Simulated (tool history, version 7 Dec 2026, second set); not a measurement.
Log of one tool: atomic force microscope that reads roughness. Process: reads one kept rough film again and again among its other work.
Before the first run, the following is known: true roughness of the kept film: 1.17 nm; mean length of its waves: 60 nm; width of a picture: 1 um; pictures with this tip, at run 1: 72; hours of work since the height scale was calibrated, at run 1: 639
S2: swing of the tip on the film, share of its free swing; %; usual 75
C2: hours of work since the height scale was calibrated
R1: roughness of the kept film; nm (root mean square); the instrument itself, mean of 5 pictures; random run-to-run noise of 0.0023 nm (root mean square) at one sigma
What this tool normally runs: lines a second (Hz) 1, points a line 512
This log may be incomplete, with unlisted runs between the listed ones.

run 1 day=0 | lines_a_second_(Hz)=1 S2=75 points_a_line=512 | pictures_with_this_tip=72 C2=639 | R1=1.071
run 2 day=0.638 | lines_a_second_(Hz)=1 S2=75 points_a_line=512 | pictures_with_this_tip=99 C2=649 | R1=1.071
run 3 day=1.425 | lines_a_second_(Hz)=0.6 S2=75 points_a_line=512 | pictures_with_this_tip=132 C2=661 | R1=1.105
run 4 day=2.45 | lines_a_second_(Hz)=0.6 S2=75 points_a_line=512 | pictures_with_this_tip=175 C2=677 | R1=1.095
run 5 day=3.504 | lines_a_second_(Hz)=0.6 S2=75 points_a_line=512 | pictures_with_this_tip=219 C2=694 | R1=1.093
-- day=3.933 new tip fitted
run 6 day=4.208 | lines_a_second_(Hz)=0.6 S2=75 points_a_line=512 | pictures_with_this_tip=12 C2=704 | R1=1.109
run 7 day=4.983 | lines_a_second_(Hz)=0.6 S2=75 points_a_line=512 | pictures_with_this_tip=44 C2=716 | R1=1.107
run 8 day=6.192 | lines_a_second_(Hz)=0.6 S2=75 points_a_line=512 | pictures_with_this_tip=95 C2=735 | R1=1.102
run 9 day=7.25 | lines_a_second_(Hz)=0.6 S2=66 points_a_line=512 | pictures_with_this_tip=139 C2=752 | R1=1.119
run 10 day=8.217 | lines_a_second_(Hz)=1 S2=75 points_a_line=512 | pictures_with_this_tip=180 C2=767 | R1=1.063
run 11 day=9.467 | lines_a_second_(Hz)=1 S2=75 points_a_line=512 | pictures_with_this_tip=232 C2=786 | R1=1.059
-- day=9.596 new tip fitted
run 12 day=10.212 | lines_a_second_(Hz)=1 S2=75 points_a_line=512 | pictures_with_this_tip=25 C2=797 | R1=1.076
run 13 day=11.375 | lines_a_second_(Hz)=1 S2=75 points_a_line=512 | pictures_with_this_tip=74 C2=816 | R1=1.071
run 14 day=11.971 | lines_a_second_(Hz)=1 S2=75 points_a_line=512 | pictures_with_this_tip=99 C2=825 | R1=1.068
run 15 day=12.933 | lines_a_second_(Hz)=1 S2=70 points_a_line=512 | pictures_with_this_tip=140 C2=840 | R1=1.084
run 16 day=14.258 | lines_a_second_(Hz)=1 S2=70 points_a_line=512 | pictures_with_this_tip=195 C2=860 | R1=1.083
run 17 day=15.008 | lines_a_second_(Hz)=1.6 S2=75 points_a_line=329 | pictures_with_this_tip=227 C2=872 | R1=1.018
-- day=15.338 new tip fitted
run 18 day=16 | lines_a_second_(Hz)=3.64 S2=84 points_a_line=726 | pictures_with_this_tip=28 C2=887 | R1=0.816
run 19 day=16.55 | lines_a_second_(Hz)=1.8 S2=68 points_a_line=308 | pictures_with_this_tip=51 C2=896 | R1=1.052
run 20 day=17.612 | lines_a_second_(Hz)=1.46 S2=71 points_a_line=308 | pictures_with_this_tip=96 C2=912 | R1=1.053
run 21 day=18.817 | lines_a_second_(Hz)=1.95 S2=69 points_a_line=512 | pictures_with_this_tip=146 C2=931 | R1=1.04
run 22 day=19.512 | lines_a_second_(Hz)=1 S2=61 points_a_line=512 | pictures_with_this_tip=176 C2=942 | R1=1.106
run 23 day=20.554 | lines_a_second_(Hz)=0.51 S2=61 points_a_line=639 | pictures_with_this_tip=219 C2=958 | R1=1.123
-- day=20.992 new tip fitted
run 24 day=21.538 | lines_a_second_(Hz)=0.71 S2=81 points_a_line=559 | pictures_with_this_tip=23 C2=973 | R1=1.075
run 25 day=22.812 | lines_a_second_(Hz)=0.76 S2=63 points_a_line=445 | pictures_with_this_tip=76 C2=993 | R1=1.121
run 26 day=23.621 | lines_a_second_(Hz)=1 S2=75 points_a_line=855 | pictures_with_this_tip=110 C2=1006 | R1=1.068
run 27 day=24.758 | lines_a_second_(Hz)=0.53 S2=55 points_a_line=512 | pictures_with_this_tip=158 C2=1023 | R1=1.128
run 28 day=25.562 | lines_a_second_(Hz)=0.53 S2=55 points_a_line=578 | pictures_with_this_tip=191 C2=1036 | R1=1.126
-- day=26.671 new tip fitted
run 29 day=26.779 | lines_a_second_(Hz)=0.7 S2=60 points_a_line=578 | pictures_with_this_tip=5 C2=1054 | R1=1.133
run 30 day=27.317 | lines_a_second_(Hz)=0.7 S2=89 points_a_line=578 | pictures_with_this_tip=27 C2=1063 | R1=1.051
run 31 day=28.017 | lines_a_second_(Hz)=0.7 S2=89 points_a_line=578 | pictures_with_this_tip=57 C2=1074 | R1=1.047

5 options for the next run, each taken on its own from the tool as it stands now. Forecast them:
run A day=28.85 | lines_a_second_(Hz)=1.55 S2=82 points_a_line=265 | pictures_with_this_tip=92 C2=1087 | R1=?
run B day=28.85 | lines_a_second_(Hz)=0.7 S2=60 points_a_line=578 | pictures_with_this_tip=92 C2=1087 | R1=?
run C day=28.85 | lines_a_second_(Hz)=0.7 S2=89 points_a_line=946 | pictures_with_this_tip=92 C2=1087 | R1=?
run D day=28.85 | lines_a_second_(Hz)=1.76 S2=89 points_a_line=267 | pictures_with_this_tip=92 C2=1087 | R1=?
run E day=28.85 | lines_a_second_(Hz)=0.7 S2=56 points_a_line=578 | pictures_with_this_tip=92 C2=1087 | R1=?

run=A R1=0.987
run=B R1=1.123
run=C R1=1.042
run=D R1=0.916
run=E R1=1.133
Without the tool's unlogged condition, the same runs would have read:
run=A R1=1
run=B R1=1.137
run=C R1=1.056
run=D R1=0.928
run=E R1=1.147

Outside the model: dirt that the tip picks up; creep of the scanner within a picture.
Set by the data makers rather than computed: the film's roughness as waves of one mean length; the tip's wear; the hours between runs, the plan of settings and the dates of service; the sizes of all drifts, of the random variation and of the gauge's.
